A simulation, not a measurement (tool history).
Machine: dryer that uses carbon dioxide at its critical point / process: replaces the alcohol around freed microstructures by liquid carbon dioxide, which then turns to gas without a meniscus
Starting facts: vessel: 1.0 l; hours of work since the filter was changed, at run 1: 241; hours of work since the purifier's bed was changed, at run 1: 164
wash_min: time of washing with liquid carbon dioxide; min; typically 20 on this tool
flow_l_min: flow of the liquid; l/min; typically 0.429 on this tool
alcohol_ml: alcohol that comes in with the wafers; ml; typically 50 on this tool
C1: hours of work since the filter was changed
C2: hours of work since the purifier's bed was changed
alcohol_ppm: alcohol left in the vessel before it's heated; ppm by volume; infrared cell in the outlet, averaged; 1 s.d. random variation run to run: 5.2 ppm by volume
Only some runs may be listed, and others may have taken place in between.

{"run": 1, "hour": 0.0, "wash_min": 20, "flow_l_min": 0.429, "alcohol_ml": 50, "C1": 241, "C2": 164, "alcohol_ppm": 172}
{"run": 2, "hour": 23.8, "wash_min": 20, "flow_l_min": 0.429, "alcohol_ml": 50, "C1": 251, "C2": 174, "alcohol_ppm": 167}
{"run": 3, "hour": 38.5, "wash_min": 20, "flow_l_min": 0.429, "alcohol_ml": 50, "C1": 257, "C2": 180, "alcohol_ppm": 178}
{"run": 4, "hour": 67.1, "wash_min": 20, "flow_l_min": 0.429, "alcohol_ml": 50, "C1": 268, "C2": 191, "alcohol_ppm": 182}
{"run": 5, "hour": 92.6, "wash_min": 20, "flow_l_min": 0.429, "alcohol_ml": 50, "C1": 279, "C2": 202, "alcohol_ppm": 184}
{"run": 6, "hour": 119.6, "wash_min": 16, "flow_l_min": 0.429, "alcohol_ml": 50, "C1": 290, "C2": 213, "alcohol_ppm": 522}
{"run": 7, "hour": 135.1, "wash_min": 20, "flow_l_min": 0.429, "alcohol_ml": 50, "C1": 296, "C2": 219, "alcohol_ppm": 201}
{"run": 8, "hour": 157.2, "wash_min": 20, "flow_l_min": 0.429, "alcohol_ml": 50, "C1": 305, "C2": 228, "alcohol_ppm": 202}
{"run": 9, "hour": 173.1, "wash_min": 20, "flow_l_min": 0.429, "alcohol_ml": 50, "C1": 312, "C2": 235, "alcohol_ppm": 198}
{"run": 10, "hour": 194.8, "wash_min": 20, "flow_l_min": 0.429, "alcohol_ml": 50, "C1": 321, "C2": 244, "alcohol_ppm": 220}
{"run": 11, "hour": 212.6, "wash_min": 20, "flow_l_min": 0.429, "alcohol_ml": 50, "C1": 328, "C2": 251, "alcohol_ppm": 216}
{"run": 12, "hour": 239.8, "wash_min": 20, "flow_l_min": 0.429, "alcohol_ml": 50, "C1": 339, "C2": 262, "alcohol_ppm": 229}
{"run": 13, "hour": 261.8, "wash_min": 20, "flow_l_min": 0.429, "alcohol_ml": 50, "C1": 348, "C2": 271, "alcohol_ppm": 226}
{"run": 14, "hour": 286.8, "wash_min": 20, "flow_l_min": 0.429, "alcohol_ml": 50, "C1": 358, "C2": 281, "alcohol_ppm": 236}
{"run": 15, "hour": 313.9, "wash_min": 20, "flow_l_min": 0.429, "alcohol_ml": 62, "C1": 369, "C2": 292, "alcohol_ppm": 277}
{"run": 16, "hour": 341.6, "wash_min": 18, "flow_l_min": 0.429, "alcohol_ml": 27, "C1": 380, "C2": 303, "alcohol_ppm": 235}

Forecast run 17:
{"run": 17, "hour": 362.7, "wash_min": 18, "flow_l_min": 0.429, "alcohol_ml": 27, "C1": 389, "C2": 312, "alcohol_ppm": "?"}

{"run 17": {"alcohol_ppm": 245}}
The same run, on a tool lacking any hidden state, would have yielded alcohol_ppm 91 ppm by volume.
